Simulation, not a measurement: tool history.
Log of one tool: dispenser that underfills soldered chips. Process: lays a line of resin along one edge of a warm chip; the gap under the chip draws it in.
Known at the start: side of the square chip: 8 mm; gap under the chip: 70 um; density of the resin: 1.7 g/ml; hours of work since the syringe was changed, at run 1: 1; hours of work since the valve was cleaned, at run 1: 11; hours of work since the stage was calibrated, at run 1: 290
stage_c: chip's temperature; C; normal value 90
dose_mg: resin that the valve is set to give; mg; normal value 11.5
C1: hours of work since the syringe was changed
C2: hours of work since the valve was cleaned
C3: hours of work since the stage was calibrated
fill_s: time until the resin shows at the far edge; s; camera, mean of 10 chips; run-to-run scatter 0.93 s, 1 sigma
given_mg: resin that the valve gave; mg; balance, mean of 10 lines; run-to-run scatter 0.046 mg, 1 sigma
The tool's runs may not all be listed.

{"run": 1, "day": 0.0, "stage_c": 90, "dose_mg": 11.5, "C1": 1, "C2": 11, "C3": 290, "fill_s": 107.3, "given_mg": 11.47}
{"run": 2, "day": 0.267, "stage_c": 90, "dose_mg": 11.5, "C1": 6, "C2": 16, "C3": 295, "fill_s": 157.8, "given_mg": 11.49}
{"day": 0.412, "done": "new syringe of resin"}
{"run": 3, "day": 0.546, "stage_c": 99, "dose_mg": 11.5, "C1": 2, "C2": 21, "C3": 300, "fill_s": 80.1, "given_mg": 11.46}
{"run": 4, "day": 0.783, "stage_c": 99, "dose_mg": 14.4, "C1": 7, "C2": 25, "C3": 304, "fill_s": 109.8, "given_mg": 14.21}
{"day": 0.896, "done": "new syringe of resin"}
{"run": 5, "day": 1.104, "stage_c": 99, "dose_mg": 14.4, "C1": 4, "C2": 31, "C3": 310, "fill_s": 87.6, "given_mg": 14.18}
{"day": 1.371, "done": "new syringe of resin"}
{"run": 6, "day": 1.542, "stage_c": 99, "dose_mg": 14.4, "C1": 3, "C2": 39, "C3": 318, "fill_s": 79.1, "given_mg": 14.2}
{"day": 1.838, "done": "new syringe of resin"}
{"run": 7, "day": 1.85, "stage_c": 90, "dose_mg": 11.5, "C1": 0, "C2": 44, "C3": 323, "fill_s": 100, "given_mg": 11.22}
{"run": 8, "day": 2.246, "stage_c": 103, "dose_mg": 11.5, "C1": 7, "C2": 51, "C3": 330, "fill_s": 97.8, "given_mg": 11.19}
{"day": 2.308, "done": "new syringe of resin"}
{"run": 9, "day": 2.525, "stage_c": 81, "dose_mg": 13.4, "C1": 4, "C2": 56, "C3": 335, "fill_s": 212.5, "given_mg": 13.03}
{"day": 2.8, "done": "new syringe of resin"}
{"run": 10, "day": 2.821, "stage_c": 99, "dose_mg": 13.3, "C1": 0, "C2": 61, "C3": 340, "fill_s": 65.4, "given_mg": 12.79}
{"run": 11, "day": 3.058, "stage_c": 97, "dose_mg": 12.5, "C1": 5, "C2": 65, "C3": 344, "fill_s": 106, "given_mg": 12.02}
{"day": 3.125, "done": "dispensing valve cleaned and set on the balance"}
{"day": 3.312, "done": "new syringe of resin"}
{"run": 12, "day": 3.475, "stage_c": 97, "dose_mg": 14, "C1": 3, "C2": 6, "C3": 351, "fill_s": 88.4, "given_mg": 13.98}

For run 13, what comes out?
{"day": 3.788, "done": "new syringe of resin"}
{"run": 13, "day": 3.85, "stage_c": 102, "dose_mg": 11, "C1": 1, "C2": 13, "C3": 357, "fill_s": "?", "given_mg": "?"}

Logged for run 13: fill_s 61.9 s, given_mg 10.93 mg.
Had the tool carried no hidden state, the very same run would have given fill_s 49.2 s, given_mg 10.98 mg.

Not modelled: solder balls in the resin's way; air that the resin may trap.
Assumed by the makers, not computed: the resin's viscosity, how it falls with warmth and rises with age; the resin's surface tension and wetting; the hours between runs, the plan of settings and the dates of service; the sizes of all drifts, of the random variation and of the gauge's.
